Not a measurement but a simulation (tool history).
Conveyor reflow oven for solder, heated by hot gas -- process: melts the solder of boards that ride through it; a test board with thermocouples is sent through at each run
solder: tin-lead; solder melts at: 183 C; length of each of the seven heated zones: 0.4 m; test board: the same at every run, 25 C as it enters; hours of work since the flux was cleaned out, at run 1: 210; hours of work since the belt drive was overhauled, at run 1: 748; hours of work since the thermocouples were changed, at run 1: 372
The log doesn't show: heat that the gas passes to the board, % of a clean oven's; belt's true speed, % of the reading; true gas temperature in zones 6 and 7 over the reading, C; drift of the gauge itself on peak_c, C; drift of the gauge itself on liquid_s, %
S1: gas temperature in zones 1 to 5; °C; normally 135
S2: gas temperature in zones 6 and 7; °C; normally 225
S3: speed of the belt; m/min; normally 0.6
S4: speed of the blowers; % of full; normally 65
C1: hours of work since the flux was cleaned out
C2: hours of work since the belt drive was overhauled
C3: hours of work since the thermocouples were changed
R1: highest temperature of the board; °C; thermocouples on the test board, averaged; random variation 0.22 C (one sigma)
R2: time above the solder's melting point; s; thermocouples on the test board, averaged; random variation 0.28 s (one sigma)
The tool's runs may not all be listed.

{"run": 1, "hour": 0.0, "S1": 135, "S2": 225, "S3": 0.6, "S4": 65, "C1": 210, "C2": 748, "C3": 372, "R1": 210.4, "R2": 53.6}
{"hour": 16.9, "done": "flux residue cleaned out of gas plates and filters"}
{"run": 2, "hour": 46.0, "S1": 131, "S2": 225, "S3": 0.6, "S4": 65, "C1": 23, "C2": 780, "C3": 404, "R1": 211.0, "R2": 53.9}
{"run": 3, "hour": 81.4, "S1": 131, "S2": 225, "S3": 0.6, "S4": 65, "C1": 50, "C2": 808, "C3": 432, "R1": 210.6, "R2": 53.4}
{"run": 4, "hour": 131.3, "S1": 135, "S2": 225, "S3": 0.6, "S4": 65, "C1": 89, "C2": 846, "C3": 471, "R1": 211.7, "R2": 54.8}
{"run": 5, "hour": 184.5, "S1": 135, "S2": 225, "S3": 0.6, "S4": 65, "C1": 131, "C2": 888, "C3": 512, "R1": 211.8, "R2": 55.3}
{"run": 6, "hour": 227.4, "S1": 135, "S2": 225, "S3": 0.6, "S4": 55, "C1": 164, "C2": 921, "C3": 546, "R1": 208.6, "R2": 51.4}
{"run": 7, "hour": 270.3, "S1": 135, "S2": 225, "S3": 0.6, "S4": 55, "C1": 197, "C2": 955, "C3": 579, "R1": 208.6, "R2": 51.0}
{"hour": 303.8, "done": "flux residue cleaned out of gas plates and filters"}
{"run": 8, "hour": 323.2, "S1": 135, "S2": 225, "S3": 0.6, "S4": 55, "C1": 15, "C2": 992, "C3": 616, "R1": 210.1, "R2": 53.2}
{"run": 9, "hour": 363.8, "S1": 135, "S2": 225, "S3": 0.6, "S4": 65, "C1": 47, "C2": 1024, "C3": 648, "R1": 212.5, "R2": 56.3}
{"run": 10, "hour": 399.7, "S1": 135, "S2": 225, "S3": 0.6, "S4": 65, "C1": 75, "C2": 1052, "C3": 676, "R1": 212.5, "R2": 56.0}
{"run": 11, "hour": 444.6, "S1": 135, "S2": 225, "S3": 0.6, "S4": 70, "C1": 110, "C2": 1087, "C3": 711, "R1": 213.5, "R2": 57.9}
{"run": 12, "hour": 490.9, "S1": 128, "S2": 225, "S3": 0.6, "S4": 65, "C1": 146, "C2": 1123, "C3": 747, "R1": 211.0, "R2": 52.6}
{"run": 13, "hour": 542.7, "S1": 128, "S2": 225, "S3": 0.6, "S4": 65, "C1": 186, "C2": 1163, "C3": 787, "R1": 211.0, "R2": 52.0}
{"run": 14, "hour": 580.9, "S1": 128, "S2": 225, "S3": 0.6, "S4": 65, "C1": 216, "C2": 1193, "C3": 817, "R1": 210.6, "R2": 52.1}
{"hour": 590.7, "done": "flux residue cleaned out of gas plates and filters"}
{"run": 15, "hour": 637.2, "S1": 120, "S2": 225, "S3": 0.6, "S4": 65, "C1": 36, "C2": 1233, "C3": 857, "R1": 210.6, "R2": 50.0}
{"run": 16, "hour": 680.8, "S1": 120, "S2": 225, "S3": 0.6, "S4": 65, "C1": 70, "C2": 1267, "C3": 891, "R1": 210.6, "R2": 49.7}

For run 17, what comes out?
{"run": 17, "hour": 716.9, "S1": 120, "S2": 225, "S3": 0.6, "S4": 65, "C1": 98, "C2": 1295, "C3": 919, "R1": "?", "R2": "?"}

Run 17 measured R1 210.4 °C, R2 49.6 s.
Without the tool's hidden state the same run would have given R1 207.1 °C, R2 44.8 s.

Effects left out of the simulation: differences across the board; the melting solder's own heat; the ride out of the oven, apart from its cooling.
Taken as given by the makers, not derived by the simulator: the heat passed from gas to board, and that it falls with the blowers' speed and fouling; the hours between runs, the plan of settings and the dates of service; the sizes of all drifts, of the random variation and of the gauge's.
